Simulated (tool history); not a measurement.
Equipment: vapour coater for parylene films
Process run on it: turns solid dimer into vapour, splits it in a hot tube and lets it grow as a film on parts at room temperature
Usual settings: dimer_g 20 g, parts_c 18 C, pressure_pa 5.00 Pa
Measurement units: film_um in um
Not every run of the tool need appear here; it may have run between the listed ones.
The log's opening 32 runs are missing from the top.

run,hour,dimer_g,parts_c,pressure_pa,hours of work since the trap's valve was overhauled,hours of work since the table's thermometer was calibrated,film_um
33,1128.6,22,18,3.31,134,223,17.23
34,1155.0,30,13,2.31,146,235,26.83
35,1200.9,30,13,2.31,167,256,26.92
36,1243.6,17,21,2.19,186,275,12.39
37,1287.1,17,21,2.19,206,295,12.41
38,1307.7,17,21,2.19,215,304,12.25
39,1354.3,20,14,2.45,236,325,17.01
40,1394.2,20,14,9.97,254,343,15.39
41,1431.7,20,10,5.36,271,360,17.25
42,1469.1,33,12,4.53,288,377,27.54
43,1501.3,20,27,7.87,303,392,11.02
44,1533.7,22,20,7.87,317,406,14.38
45,1570.1,28,18,5.81,334,423,20.28
46,1618.4,28,18,5.81,356,445,19.59
47,1649.4,20,25,2.07,370,459,12.56
48,1675.6,20,25,2.07,381,470,12.46

What if the next run were any one of these 3? Each begins from the tool's condition after run 48:
A,1720.0,19,11,2.17,401,491,?
B,1720.0,29,16,3.67,401,491,?
C,1720.0,22,18,5.30,401,491,?

run,film_um
A,16.96
B,21.63
C,15.19
Without the tool's unlogged condition, the same runs would have read:
run,film_um
A,18.85
B,24.03
C,16.87

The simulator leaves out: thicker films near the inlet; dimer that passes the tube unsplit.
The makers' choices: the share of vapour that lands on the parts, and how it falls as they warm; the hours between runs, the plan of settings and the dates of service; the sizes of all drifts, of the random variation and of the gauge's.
